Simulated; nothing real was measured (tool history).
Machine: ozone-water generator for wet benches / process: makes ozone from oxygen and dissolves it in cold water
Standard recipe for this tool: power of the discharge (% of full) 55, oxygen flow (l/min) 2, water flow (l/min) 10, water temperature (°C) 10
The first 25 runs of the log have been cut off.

run	hour	power of the discharge (% of full)	oxygen flow (l/min)	water flow (l/min)	water temperature (°C)	hours of work since the electrodes were changed	hours of work since the contactor was cleaned	hours of work since the thermometer was calibrated	dissolved ozone (ppm)	ozone in the gas ahead of the water (g/m3)
# hour 850.9: contactor cleaned, once more
26	878.2	49	2	9	11	826	21	3063	13.7	148.5
27	913.1	49	2	15	11	853	48	3090	8.1	148.5
28	945.6	49	1.14	7	11	878	73	3115	15.5	190.3
29	977.5	56	2.79	6	11	902	97	3139	22.7	142
30	1011.3	55	2	15	12	928	123	3165	8.4	160.2
31	1053	55	1.18	9	12	960	155	3197	12.6	199
32	1080.3	87	2.16	9	12	981	176	3218	20.4	208.5
33	1121.2	55	2	14	10	1012	207	3249	9.3	161.5

Below are 4 alternative next runs, each starting from the tool's condition after run 33. Predict each:
A	1151.6	55	2	8	10	1035	230	3272	?	?
B	1151.6	55	2	8	16	1035	230	3272	?	?
C	1151.6	55	1.66	10	17	1035	230	3272	?	?
D	1151.6	40	2.52	8	10	1035	230	3272	?	?

run	dissolved ozone (ppm)	ozone in the gas ahead of the water (g/m3)
A	17.1	160.2
B	15.5	159.2
C	12.1	174.2
D	14.4	119.3
Without the tool's hidden state the same runs would have given:
run	dissolved ozone (ppm)	ozone in the gas ahead of the water (g/m3)
A	17.2	160.7
B	15.5	159.6
C	12.2	174.7
D	14.5	119.6

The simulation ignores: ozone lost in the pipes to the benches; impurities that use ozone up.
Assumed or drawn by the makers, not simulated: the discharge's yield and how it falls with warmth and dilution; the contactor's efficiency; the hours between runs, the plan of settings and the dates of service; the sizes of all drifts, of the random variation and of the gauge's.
